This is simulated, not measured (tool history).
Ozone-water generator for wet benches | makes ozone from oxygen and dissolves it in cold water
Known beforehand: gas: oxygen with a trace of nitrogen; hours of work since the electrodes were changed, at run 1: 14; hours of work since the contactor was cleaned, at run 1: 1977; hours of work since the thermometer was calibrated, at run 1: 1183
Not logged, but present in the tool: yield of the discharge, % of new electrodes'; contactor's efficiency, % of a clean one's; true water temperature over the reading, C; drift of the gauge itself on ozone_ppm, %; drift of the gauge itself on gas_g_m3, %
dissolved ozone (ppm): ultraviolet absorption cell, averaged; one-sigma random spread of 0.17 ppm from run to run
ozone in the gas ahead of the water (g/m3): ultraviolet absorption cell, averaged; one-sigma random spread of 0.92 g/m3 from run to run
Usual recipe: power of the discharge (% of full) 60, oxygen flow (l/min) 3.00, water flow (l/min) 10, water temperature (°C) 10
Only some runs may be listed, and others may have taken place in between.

run	day	power of the discharge (% of full)	oxygen flow (l/min)	water flow (l/min)	water temperature (°C)	hours of work since the electrodes were changed	hours of work since the contactor was cleaned	hours of work since the thermometer was calibrated	dissolved ozone (ppm)	ozone in the gas ahead of the water (g/m3)
1	0.000	60	3.00	10	10	14	1977	1183	22.4	151.8
2	1.083	60	3.00	10	10	38	2001	1208	22.8	152.0
3	2.100	60	3.00	10	10	61	2024	1230	22.7	151.7
4	2.871	60	3.00	10	10	78	2041	1247	22.0	152.1
5	3.975	60	3.00	10	10	102	2065	1272	22.5	152.4
6	5.604	60	1.88	10	10	139	2102	1308	22.2	204.9
7	6.867	60	1.88	10	10	167	2130	1336	22.3	202.4
8	8.654	60	1.88	10	10	207	2170	1376	22.4	203.4
9	9.446	60	1.88	10	10	224	2187	1394	22.5	204.0
10	11.267	60	1.88	10	10	265	2228	1434	22.3	200.2
11	12.354	60	1.88	10	10	289	2252	1459	22.2	201.2
12	13.317	60	3.00	10	10	310	2273	1480	22.5	152.9
13	14.617	60	3.00	10	10	339	2302	1509	22.7	152.9
14	16.442	60	3.00	10	10	380	2343	1550	22.4	151.7
15	18.008	60	3.00	10	10	415	2378	1584	22.6	153.8
16	19.475	43	3.00	10	10	448	2410	1617	19.3	130.3
17	21.196	69	2.94	7	9	486	2449	1655	30.8	166.1
18	22.975	69	2.94	7	9	526	2488	1695	30.5	165.8
19	24.221	60	4.86	8	10	553	2516	1723	24.3	114.2
20	25.500	60	4.86	8	10	582	2545	1751	24.2	114.0
21	26.762	44	1.61	8	10	610	2573	1779	22.3	190.3
22	27.946	63	3.23	11	10	636	2599	1806	21.2	149.2
# day 28.271: contactor cleaned
23	29.829	52	3.00	10	10	674	35	1844	20.6	142.9
24	30.992	78	3.71	8	6	700	61	1870	30.5	152.7
# day 32.062: contactor cleaned, once more
25	32.700	50	1.82	8	9	735	14	1904	24.4	186.3
26	34.450	50	1.82	8	9	774	53	1943	24.5	186.5
27	36.054	50	1.82	8	6	809	89	1979	24.9	188.4
28	37.742	50	1.82	8	6	847	126	2016	25.2	187.8
29	38.812	50	1.82	8	6	871	150	2040	25.1	187.4
30	40.179	60	4.02	10	8	901	181	2071	22.9	126.7
31	41.638	48	3.00	10	10	934	213	2103	20.2	133.8

4 ways to go on from here, each from the tool as it stands after run 31. What would each give?
A	43.483	79	1.73	10	10	975	254	2144	?	?
B	43.483	60	1.79	10	6	975	254	2144	?	?
C	43.483	48	3.74	10	11	975	254	2144	?	?
D	43.483	60	3.00	7	10	975	254	2144	?	?

run	dissolved ozone (ppm)	ozone in the gas ahead of the water (g/m3)
A	25.0	240.4
B	22.9	207.8
C	19.5	117.6
D	28.2	152.3
With the hidden condition removed and each run's random variation left untouched, the same runs would have given:
run	dissolved ozone (ppm)	ozone in the gas ahead of the water (g/m3)
A	25.5	244.3
B	23.3	210.7
C	19.9	119.0
D	28.8	154.4

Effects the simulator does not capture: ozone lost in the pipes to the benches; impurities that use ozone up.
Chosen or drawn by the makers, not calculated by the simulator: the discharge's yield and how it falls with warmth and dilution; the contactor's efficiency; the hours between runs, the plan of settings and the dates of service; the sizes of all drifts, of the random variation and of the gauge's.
